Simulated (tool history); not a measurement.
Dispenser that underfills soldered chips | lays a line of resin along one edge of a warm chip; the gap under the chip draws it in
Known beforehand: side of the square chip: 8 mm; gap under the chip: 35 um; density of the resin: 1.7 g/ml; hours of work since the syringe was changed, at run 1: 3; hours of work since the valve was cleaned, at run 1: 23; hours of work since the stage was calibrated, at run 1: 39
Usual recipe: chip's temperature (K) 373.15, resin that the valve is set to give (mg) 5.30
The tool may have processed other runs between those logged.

| run | day | chip's temperature (K) | resin that the valve is set to give (mg) | hours of work since the syringe was changed | hours of work since the valve was cleaned | hours of work since the stage was calibrated | time until the resin shows at the far edge (s) | resin that the valve gave (mg) |
|---|---|---|---|---|---|---|---|---|
| 1 | 0.000 | 373.15 | 5.30 | 3 | 23 | 39 | 60.8 | 5.26 |
| 2 | 0.175 | 373.15 | 4.55 | 6 | 26 | 42 | 75.4 | 4.48 |
|  | 0.200 | new syringe of resin |
| 3 | 0.346 | 373.15 | 4.55 | 2 | 29 | 45 | 64.2 | 4.40 |
|  | 0.592 | new syringe of resin |
| 4 | 0.592 | 373.15 | 6.67 | 0 | 32 | 49 | 51.3 | 6.35 |
| 5 | 0.792 | 373.15 | 5.30 | 3 | 36 | 52 | 63.6 | 5.09 |
|  | 0.975 | new syringe of resin |
| 6 | 0.975 | 373.15 | 5.30 | 0 | 39 | 55 | 54.3 | 5.16 |
| 7 | 1.233 | 374.15 | 4.90 | 4 | 43 | 59 | 66.0 | 4.76 |
|  | 1.358 | new syringe of resin |
| 8 | 1.488 | 384.15 | 6.50 | 2 | 47 | 63 | 39.4 | 6.15 |
| 9 | 1.675 | 381.15 | 6.20 | 5 | 50 | 66 | 51.8 | 5.95 |
|  | 1.738 | new syringe of resin |
| 10 | 1.900 | 381.15 | 6.20 | 3 | 53 | 69 | 46.0 | 5.86 |
| 11 | 2.067 | 361.15 | 6.77 | 5 | 56 | 72 | 106.8 | 6.39 |
|  | 2.112 | new syringe of resin |
| 12 | 2.188 | 367.15 | 6.67 | 1 | 58 | 74 | 69.8 | 6.23 |

Consider 3 possible next runs. They are alternatives, not a sequence: every one starts from the tool as it was left by run 12. What does each give?
| A | 2.308 | 385.15 | 6.66 | 3 | 60 | 76 | ? | ? |
| B | 2.308 | 367.15 | 6.61 | 3 | 60 | 76 | ? | ? |
| C | 2.308 | 385.15 | 6.70 | 3 | 60 | 76 | ? | ? |

| run | time until the resin shows at the far edge (s) | resin that the valve gave (mg) |
|---|---|---|
| A | 40.5 | 6.13 |
| B | 75.4 | 6.29 |
| C | 40.4 | 6.19 |
Stripped of hidden state, with their random variation kept, the same runs would have yielded:
| run | time until the resin shows at the far edge (s) | resin that the valve gave (mg) |
|---|---|---|
| A | 34.6 | 6.50 |
| B | 64.4 | 6.67 |
| C | 34.4 | 6.56 |
